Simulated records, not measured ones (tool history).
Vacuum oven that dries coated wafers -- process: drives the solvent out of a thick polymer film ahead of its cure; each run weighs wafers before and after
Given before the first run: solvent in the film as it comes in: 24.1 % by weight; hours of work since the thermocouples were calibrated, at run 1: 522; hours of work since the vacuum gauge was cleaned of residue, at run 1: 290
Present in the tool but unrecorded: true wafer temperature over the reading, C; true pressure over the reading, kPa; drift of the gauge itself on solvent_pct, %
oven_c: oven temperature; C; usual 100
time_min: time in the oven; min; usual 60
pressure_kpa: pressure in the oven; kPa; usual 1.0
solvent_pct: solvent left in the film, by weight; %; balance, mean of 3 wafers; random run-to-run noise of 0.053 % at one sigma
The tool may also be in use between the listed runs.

run	day	oven_c	time_min	pressure_kpa	hours of work since the thermocouples were calibrated	hours of work since the vacuum gauge was cleaned of residue	solvent_pct
1	0.000	100	60	1.0	522	290	1.76
2	2.675	100	60	1.0	557	325	1.77
3	5.683	100	60	1.0	596	364	1.85
4	9.096	100	60	1.0	640	409	1.78
5	11.812	100	60	1.0	676	444	1.72
6	13.392	100	60	1.0	696	465	1.69

Expected results for the next run?
7	16.538	88	62	0.6	737	506	?

{"run 7": {"solvent_pct": 5.23}}
On a tool with no hidden condition, and with the same random variation, this run would have come out at solvent_pct 5.81 %.
